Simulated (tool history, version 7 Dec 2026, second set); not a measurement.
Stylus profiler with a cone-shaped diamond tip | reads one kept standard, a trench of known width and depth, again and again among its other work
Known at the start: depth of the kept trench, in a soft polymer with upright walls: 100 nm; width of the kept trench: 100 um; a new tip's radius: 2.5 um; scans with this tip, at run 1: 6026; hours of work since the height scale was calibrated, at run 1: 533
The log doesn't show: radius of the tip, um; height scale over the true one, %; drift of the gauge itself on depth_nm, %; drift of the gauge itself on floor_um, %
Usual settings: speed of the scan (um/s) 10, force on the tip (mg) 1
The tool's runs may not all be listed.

run	hour	speed of the scan (um/s)	force on the tip (mg)	scans with this tip	hours of work since the height scale was calibrated	depth of the trench (nm)	width of the trench's floor (nm)
1	0	10	1	6026	533	100.05	98230
2	29.3	10	1	6183	546	100.12	98260
3	52	10	1	6306	557	100.13	98190
4	68.5	10	1	6394	565	100.14	98140
5	95.9	10	1.81	6541	578	100.22	98250
6	121.2	10	1.81	6677	590	100.23	98250
7	148.4	10	1.81	6824	603	100.2	98250
8	161.6	9	1	6894	609	100.11	98260
9	174.5	10	1	6964	615	99.98	98140
10	194.1	10	1	7069	625	100.03	98180
11	206.8	10	1	7137	631	100.09	98190
12	225.3	10	1	7237	640	99.97	98170
13	251.1	10	1	7375	652	99.93	98170
14	269.4	4	1	7474	661	100.01	98220
15	284.5	3	1	7555	668	100	98240
16	297.9	8	1	7627	674	100.07	98160
17	326.6	26	1	7782	688	100.05	97970
18	349.7	26	1	7906	699	99.9	97970
19	366.8	10	1	7997	707	99.98	98180
20	392.4	10	1	8135	719	99.9	98160
21	418.3	10	1	8275	731	99.98	98150
22	441.4	37	1	8399	742	99.91	97860
23	457.3	3	0.55	8484	750	99.85	98110
24	477.6	15	2.22	8593	759	100.28	98090
25	501.5	13	1.31	8721	771	100.02	98080
26	531.5	13	1.31	8883	785	100.05	98090
27	556	2	1.12	9014	797	100.01	98130
28	578.8	14	1.49	9137	807	100.05	98100
29	603.6	13	2.53	9270	819	100.18	98100
30	629.1	4	1.46	9408	831	100.03	98170
31	643.8	23	1.56	9487	838	99.97	98010
32	656.8	19	1.74	9557	845	100.07	98050
33	674.2	6	0.68	9650	853	99.9	98060
34	689.9	11	0.76	9734	860	99.94	98060
35	718.8	3	2.46	9890	874	100.19	98130
36	748.4	3	2.46	10049	888	100.18	98110
37	774.6	3	2.46	10190	901	100.17	98140
38	799.7	3	2.46	10324	912	100.06	98120

Forecast run 39:
39	824.6	10	2.41	10458	924	?	?

{"run 39": {"depth of the trench (nm)": 100.13, "width of the trench's floor (nm)": 98060}}
Without the tool's hidden state the same run would have given depth of the trench (nm) 100.55, width of the trench's floor (nm) 98530.
